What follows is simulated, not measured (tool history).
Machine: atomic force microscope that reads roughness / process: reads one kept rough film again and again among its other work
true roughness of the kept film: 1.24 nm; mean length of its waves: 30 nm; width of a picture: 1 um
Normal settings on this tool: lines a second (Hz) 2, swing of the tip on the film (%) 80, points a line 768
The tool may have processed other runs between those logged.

| run | hour | lines a second (Hz) | swing of the tip on the film (%) | points a line | roughness of the kept film (nm (root mean square)) |
|---|---|---|---|---|---|
| 1 | 0 | 2 | 80 | 768 | 0.965 |
| 2 | 10.4 | 2 | 80 | 768 | 0.949 |
| 3 | 22.2 | 2 | 80 | 345 | 0.943 |
| 4 | 27.6 | 2 | 80 | 345 | 0.937 |
| 5 | 35.8 | 2 | 80 | 490 | 0.929 |
| 6 | 46.2 | 2 | 80 | 484 | 0.924 |
| 7 | 54.6 | 1.3 | 63 | 484 | 1.084 |
| 8 | 68 | 1.84 | 80 | 623 | 0.923 |
| 9 | 74.9 | 2.66 | 63 | 275 | 0.988 |
| 10 | 85.3 | 2 | 69 | 762 | 0.981 |
| 11 | 94.1 | 1.72 | 60 | 324 | 1.029 |

Below are 5 alternative next runs, each starting from the tool's condition after run 11. Predict each:
| A | 103.8 | 1.1 | 60 | 324 | ? |
| B | 103.8 | 1.15 | 80 | 743 | ? |
| C | 103.8 | 1.36 | 81 | 768 | ? |
| D | 103.8 | 2 | 88 | 768 | ? |
| E | 103.8 | 2 | 61 | 768 | ? |

| run | roughness of the kept film (nm (root mean square)) |
|---|---|
| A | 1.055 |
| B | 0.974 |
| C | 0.959 |
| D | 0.829 |
| E | 1.04 |
Without the tool's hidden state the same runs would have given:
| run | roughness of the kept film (nm (root mean square)) |
|---|---|
| A | 1.138 |
| B | 1.051 |
| C | 1.035 |
| D | 0.895 |
| E | 1.122 |
